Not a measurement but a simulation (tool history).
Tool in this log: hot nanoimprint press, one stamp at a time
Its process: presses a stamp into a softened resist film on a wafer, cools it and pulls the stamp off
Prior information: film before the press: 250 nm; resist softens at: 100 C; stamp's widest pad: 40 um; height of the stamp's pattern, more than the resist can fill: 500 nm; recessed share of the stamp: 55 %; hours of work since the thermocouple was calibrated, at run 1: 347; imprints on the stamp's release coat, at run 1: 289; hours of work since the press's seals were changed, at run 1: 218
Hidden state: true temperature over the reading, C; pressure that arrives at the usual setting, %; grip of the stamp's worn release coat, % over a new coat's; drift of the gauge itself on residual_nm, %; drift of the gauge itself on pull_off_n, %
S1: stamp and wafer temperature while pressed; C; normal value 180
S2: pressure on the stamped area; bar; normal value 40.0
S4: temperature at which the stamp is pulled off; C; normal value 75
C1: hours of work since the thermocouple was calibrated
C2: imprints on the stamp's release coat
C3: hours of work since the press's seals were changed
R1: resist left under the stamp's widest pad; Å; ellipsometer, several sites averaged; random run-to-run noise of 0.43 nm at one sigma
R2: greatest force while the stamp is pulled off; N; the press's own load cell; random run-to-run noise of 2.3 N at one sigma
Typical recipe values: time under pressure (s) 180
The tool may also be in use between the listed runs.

run 1 day=0.000 | S1=180 S2=40.0 time_under_pressure_(s)=180 S4=75 | C1=347 C2=289 C3=218 | R1=1149 R2=229
run 2 day=1.242 | S1=180 S2=40.0 time_under_pressure_(s)=208 S4=75 | C1=366 C2=398 C3=238 | R1=1098 R2=233
run 3 day=2.825 | S1=180 S2=40.0 time_under_pressure_(s)=208 S4=75 | C1=390 C2=537 C3=262 | R1=1097 R2=243
-- day=4.767 stamp cleaned and given a new release coat
run 4 day=5.342 | S1=187 S2=40.0 time_under_pressure_(s)=180 S4=75 | C1=425 C2=51 C3=297 | R1=921 R2=214
run 5 day=6.475 | S1=180 S2=40.0 time_under_pressure_(s)=124 S4=75 | C1=442 C2=150 C3=314 | R1=1302 R2=221
-- day=6.908 plate thermocouple calibrated
run 6 day=8.275 | S1=180 S2=40.0 time_under_pressure_(s)=180 S4=81 | C1=21 C2=297 C3=340 | R1=1120 R2=200
run 7 day=9.288 | S1=180 S2=40.0 time_under_pressure_(s)=180 S4=76 | C1=37 C2=386 C3=356 | R1=1117 R2=224
run 8 day=10.750 | S1=180 S2=40.0 time_under_pressure_(s)=180 S4=76 | C1=59 C2=514 C3=378 | R1=1122 R2=233
-- day=12.875 stamp cleaned and given a new release coat
run 9 day=12.879 | S1=180 S2=40.0 time_under_pressure_(s)=180 S4=75 | C1=88 C2=0 C3=407 | R1=1126 R2=208
run 10 day=14.854 | S1=180 S2=40.0 time_under_pressure_(s)=180 S4=75 | C1=118 C2=173 C3=437 | R1=1122 R2=221
run 11 day=17.146 | S1=180 S2=27.3 time_under_pressure_(s)=176 S4=75 | C1=154 C2=374 C3=473 | R1=1400 R2=228
run 12 day=19.329 | S1=180 S2=27.3 time_under_pressure_(s)=148 S4=75 | C1=187 C2=566 C3=506 | R1=1470 R2=249
-- day=20.983 stamp cleaned and given a new release coat
run 13 day=21.433 | S1=169 S2=40.0 time_under_pressure_(s)=180 S4=64 | C1=216 C2=39 C3=535 | R1=1629 R2=255
run 14 day=23.217 | S1=185 S2=27.9 time_under_pressure_(s)=276 S4=66 | C1=243 C2=196 C3=562 | R1=1038 R2=252
run 15 day=24.592 | S1=185 S2=53.3 time_under_pressure_(s)=276 S4=61 | C1=264 C2=316 C3=583 | R1=722 R2=292
run 16 day=26.096 | S1=185 S2=53.3 time_under_pressure_(s)=276 S4=61 | C1=287 C2=448 C3=606 | R1=729 R2=305
run 17 day=28.229 | S1=185 S2=53.3 time_under_pressure_(s)=276 S4=61 | C1=320 C2=635 C3=639 | R1=721 R2=318
-- day=29.029 stamp cleaned and given a new release coat
run 18 day=29.617 | S1=185 S2=53.3 time_under_pressure_(s)=276 S4=61 | C1=338 C2=51 C3=657 | R1=729 R2=268
run 19 day=31.058 | S1=180 S2=40.0 time_under_pressure_(s)=159 S4=75 | C1=360 C2=178 C3=679 | R1=1199 R2=217
run 20 day=33.333 | S1=180 S2=59.2 time_under_pressure_(s)=102 S4=75 | C1=395 C2=377 C3=714 | R1=1146 R2=231

Predict each of these 3 candidate next runs independently; none follows another, all start after run 20:
run A day=34.696 | S1=180 S2=27.1 time_under_pressure_(s)=180 S4=75 | C1=416 C2=497 C3=735 | R1=? R2=?
run B day=34.696 | S1=177 S2=26.1 time_under_pressure_(s)=197 S4=75 | C1=416 C2=497 C3=735 | R1=? R2=?
run C day=34.696 | S1=180 S2=29.9 time_under_pressure_(s)=180 S4=61 | C1=416 C2=497 C3=735 | R1=? R2=?

run=A R1=1432 R2=241
run=B R1=1550 R2=241
run=C R1=1359 R2=311
Without the tool's hidden state the same runs would have given:
run=A R1=1361 R2=206
run=B R1=1477 R2=206
run=C R1=1287 R2=266
